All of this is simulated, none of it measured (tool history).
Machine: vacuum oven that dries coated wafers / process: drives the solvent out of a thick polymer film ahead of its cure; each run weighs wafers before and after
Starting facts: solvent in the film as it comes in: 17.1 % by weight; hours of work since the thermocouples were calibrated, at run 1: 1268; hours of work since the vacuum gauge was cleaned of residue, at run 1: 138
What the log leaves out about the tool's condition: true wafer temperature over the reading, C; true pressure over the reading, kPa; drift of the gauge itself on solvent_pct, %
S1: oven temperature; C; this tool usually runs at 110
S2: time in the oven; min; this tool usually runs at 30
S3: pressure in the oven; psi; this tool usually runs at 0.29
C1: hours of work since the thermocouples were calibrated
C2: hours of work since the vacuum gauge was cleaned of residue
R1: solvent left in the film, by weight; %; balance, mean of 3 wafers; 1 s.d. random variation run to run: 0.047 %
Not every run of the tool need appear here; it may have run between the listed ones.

run	hour	S1	S2	S3	C1	C2	R1
1	0	110	30	0.29	1268	138	2.78
2	10.3	110	30	0.216	1276	146	2.25
3	25.1	110	30	0.216	1288	158	2.23
4	33.5	110	30	0.21	1295	165	2.21
5	43.3	110	30	0.29	1302	173	2.81
6	60.8	110	28	0.29	1316	186	2.89
7	71.3	110	28	0.29	1325	195	2.95
# hour 81.7: oven's thermocouples calibrated
8	82.5	110	30	0.566	1	202	4.6
9	92.9	110	30	0.566	9	210	4.63
10	105.6	110	30	0.29	19	220	2.81
11	123.1	110	30	0.29	33	234	2.76
12	137.4	110	49	0.29	44	245	2.2
13	146.5	110	30	0.29	51	253	2.81
14	161.9	110	30	0.29	63	265	2.87
15	175.6	110	30	0.29	74	276	2.77
16	192.7	110	30	0.29	88	289	2.85
17	207.8	110	30	0.29	100	301	2.7
18	218.1	110	22	0.29	108	309	3.62
19	226.9	110	27	0.29	115	316	2.99
20	237.4	110	30	0.29	123	325	2.77
21	250	110	30	0.29	133	335	2.77
22	268.4	110	30	0.29	148	349	2.77
23	285.9	110	17	0.29	162	363	4.46
24	295.6	110	17	0.29	169	371	4.48
25	315.1	110	17	0.29	185	386	4.55
26	334.5	110	19	0.171	200	402	3.44
27	351.9	107	28	0.318	214	415	3.72
28	367.1	111	18	0.793	226	427	7.05
29	386.2	111	18	0.793	241	442	7.01
30	398.6	110	33	0.242	251	452	2.23
31	414.8	112	16	0.29	264	465	4.24
32	432.3	103	16	0.869	278	479	10.41
33	447	103	16	0.869	289	491	10.46
34	461.5	103	16	0.869	301	502	10.33
35	477.9	97	34	0.29	314	515	5.42
36	497.4	114	51	0.799	329	531	5.13
37	515.6	114	51	0.799	344	545	5.03
38	524	111	42	0.493	350	552	3.54
39	541.9	111	42	0.493	364	566	3.61
40	554.7	106	30	0.557	374	576	5.65
41	565.8	110	24	0.848	383	585	7.11
42	576.9	121	18	0.29	392	593	2.19
43	595.6	121	18	0.29	407	608	2.12
44	606.9	110	18	0.869	416	617	7.66
45	621.6	110	30	0.191	427	629	2.04
46	632.3	103	30	0.624	436	637	6.91
47	650.4	115	50	0.29	450	652	1.69

Take each entry between the runs: how does the hidden state at the last listed run before it differ from the hidden state at the first listed run after it?
After run 7, before run 8: oven's thermocouples calibrated (hour 81.7)
  true wafer temperature over the reading, C: 0.11 -> 0.01
